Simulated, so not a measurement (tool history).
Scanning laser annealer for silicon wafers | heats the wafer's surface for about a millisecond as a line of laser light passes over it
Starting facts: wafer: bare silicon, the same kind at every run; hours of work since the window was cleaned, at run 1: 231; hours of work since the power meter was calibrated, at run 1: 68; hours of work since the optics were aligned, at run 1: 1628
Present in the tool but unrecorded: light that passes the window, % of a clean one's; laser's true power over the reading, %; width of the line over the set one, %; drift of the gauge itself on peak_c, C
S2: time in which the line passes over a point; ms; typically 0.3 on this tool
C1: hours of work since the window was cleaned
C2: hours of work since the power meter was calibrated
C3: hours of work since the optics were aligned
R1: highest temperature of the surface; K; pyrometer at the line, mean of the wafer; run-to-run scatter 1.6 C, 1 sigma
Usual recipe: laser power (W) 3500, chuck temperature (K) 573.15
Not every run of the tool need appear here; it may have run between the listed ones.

Run 1, day 0: usual settings; C1 231; C2 68; C3 1628. Result: R1 1279.15 K.
Run 2, day 0.521: usual settings; C1 239; C2 76; C3 1635. Result: R1 1280.15 K.
At day 0.788: optics aligned, line set to its width.
Run 3, day 1.383: usual settings; C1 249; C2 86; C3 9. Result: R1 1275.15 K.
Run 4, day 1.783: usual settings but laser power (W) 3582; C1 255; C2 92; C3 15. Result: R1 1295.15 K.
Run 5, day 2.221: usual settings; C1 262; C2 98; C3 22. Result: R1 1275.15 K.
Run 6, day 2.504: usual settings; C1 266; C2 102; C3 26. Result: R1 1276.15 K.
Run 7, day 3.083: usual settings but laser power (W) 3084; C1 275; C2 111; C3 35. Result: R1 1193.15 K.
Run 8, day 3.7: usual settings but chuck temperature (K) 593.15; C1 284; C2 120; C3 44. Result: R1 1296.15 K.
Run 9, day 4.088: usual settings; C1 290; C2 126; C3 50. Result: R1 1277.15 K.
At day 4.808: optics aligned, line set to its width, once more.
Run 10, day 4.858: usual settings; C1 298; C2 135; C3 1. Result: R1 1283.15 K.
Run 11, day 5.196: usual settings but S2 0.36 ms; C1 303; C2 140; C3 6. Result: R1 1359.15 K.
Run 12, day 5.812: usual settings but S2 0.36 ms; C1 313; C2 149; C3 15. Result: R1 1357.15 K.
Run 13, day 6.129: usual settings but S2 0.256 ms; C1 317; C2 154; C3 20. Result: R1 1221.15 K.
Run 14, day 6.696: usual settings but S2 0.256 ms; C1 326; C2 163; C3 29. Result: R1 1223.15 K.
Run 15, day 6.983: usual settings but S2 0.256 ms; C1 330; C2 167; C3 33. Result: R1 1225.15 K.
Run 16, day 7.567: usual settings but S2 0.256 ms; C1 339; C2 176; C3 42. Result: R1 1224.15 K.
Run 17, day 7.892: usual settings but S2 0.256 ms; C1 344; C2 181; C3 47. Result: R1 1223.15 K.
Run 18, day 8.483: usual settings but S2 0.256 ms; C1 353; C2 190; C3 55. Result: R1 1223.15 K.
Run 19, day 9.025: usual settings but S2 0.256 ms; C1 361; C2 198; C3 64. Result: R1 1222.15 K.
Run 20, day 9.375: usual settings but S2 0.256 ms; C1 366; C2 203; C3 69. Result: R1 1220.15 K.
Run 21, day 9.654: usual settings but laser power (W) 3263, S2 0.321 ms, chuck temperature (K) 589.15; C1 371; C2 207; C3 73. Result: R1 1276.15 K.
Run 22, day 10.121: usual settings but laser power (W) 3742, S2 0.334 ms, chuck temperature (K) 570.15; C1 378; C2 214; C3 80. Result: R1 1371.15 K.
Run 23, day 10.771: usual settings but laser power (W) 3742, S2 0.223 ms, chuck temperature (K) 550.15; C1 387; C2 224; C3 90. Result: R1 1189.15 K.
Run 24, day 11.108: usual settings but laser power (W) 3623, S2 0.284 ms, chuck temperature (K) 550.15; C1 393; C2 229; C3 95. Result: R1 1256.15 K.
Run 25, day 11.429: usual settings but laser power (W) 3274, chuck temperature (K) 557.15; C1 397; C2 234; C3 100. Result: R1 1220.15 K.
Run 26, day 11.75: usual settings but laser power (W) 3270, chuck temperature (K) 566.15; C1 402; C2 239; C3 105. Result: R1 1227.15 K.
Run 27, day 12.283: usual settings but laser power (W) 3778, S2 0.317 ms, chuck temperature (K) 566.15; C1 410; C2 247; C3 113. Result: R1 1350.15 K.
Run 28, day 12.596: usual settings but laser power (W) 3778, S2 0.317 ms, chuck temperature (K) 566.15; C1 415; C2 252; C3 118. Result: R1 1351.15 K.
Run 29, day 13.229: usual settings but laser power (W) 2997, S2 0.343 ms, chuck temperature (K) 566.15; C1 425; C2 261; C3 127. Result: R1 1220.15 K.
Run 30, day 13.738: usual settings but laser power (W) 3611, S2 0.308 ms, chuck temperature (K) 590.15; C1 432; C2 269; C3 135. Result: R1 1327.15 K.
Run 31, day 14.092: usual settings but laser power (W) 3531, S2 0.219 ms, chuck temperature (K) 587.15; C1 438; C2 274; C3 140. Result: R1 1184.15 K.
Run 32, day 14.592: usual settings but laser power (W) 3531, S2 0.219 ms, chuck temperature (K) 587.15; C1 445; C2 282; C3 148. Result: R1 1182.15 K.
Run 33, day 15.104: usual settings but laser power (W) 3084, S2 0.211 ms, chuck temperature (K) 587.15; C1 453; C2 290; C3 155. Result: R1 1102.15 K.
Run 34, day 15.667: usual settings but laser power (W) 3195, S2 0.366 ms, chuck temperature (K) 587.15; C1 461; C2 298; C3 164. Result: R1 1309.15 K.
Run 35, day 16.038: usual settings but laser power (W) 3195, S2 0.366 ms, chuck temperature (K) 587.15; C1 467; C2 304; C3 170. Result: R1 1309.15 K.
Run 36, day 16.308: usual settings but laser power (W) 3195, S2 0.366 ms, chuck temperature (K) 587.15; C1 471; C2 308; C3 174. Result: R1 1304.15 K.
Run 37, day 16.579: usual settings but laser power (W) 3357, S2 0.219 ms, chuck temperature (K) 591.15; C1 475; C2 312; C3 178. Result: R1 1159.15 K.
Run 38, day 16.9: usual settings but laser power (W) 3357, S2 0.219 ms, chuck temperature (K) 591.15; C1 480; C2 317; C3 183. Result: R1 1160.15 K.
Run 39, day 17.262: usual settings but laser power (W) 3088; C1 485; C2 322; C3 188. Result: R1 1196.15 K.
Run 40, day 17.6: usual settings but laser power (W) 3751, chuck temperature (K) 612.15; C1 491; C2 327; C3 193. Result: R1 1364.15 K.

The logged runs with the hidden state left out (each run's random variation unchanged):
run       R1
  1  1297.15
  2  1298.15
  3  1295.15
  4  1315.15
  5  1295.15
  6  1296.15
  7  1211.15
  8  1317.15
  9  1299.15
 10  1297.15
 11  1374.15
 12  1372.15
 13  1234.15
 14  1236.15
 15  1238.15
 16  1238.15
 17  1237.15
 18  1237.15
 19  1237.15
 20  1235.15
 21  1292.15
 22  1389.15
 23  1204.15
 24  1273.15
 25  1236.15
 26  1243.15
 27  1370.15
 28  1371.15
 29  1237.15
 30  1346.15
 31  1199.15
 32  1198.15
 33  1116.15
 34  1329.15
 35  1329.15
 36  1324.15
 37  1175.15
 38  1176.15
 39  1214.15
 40  1386.15
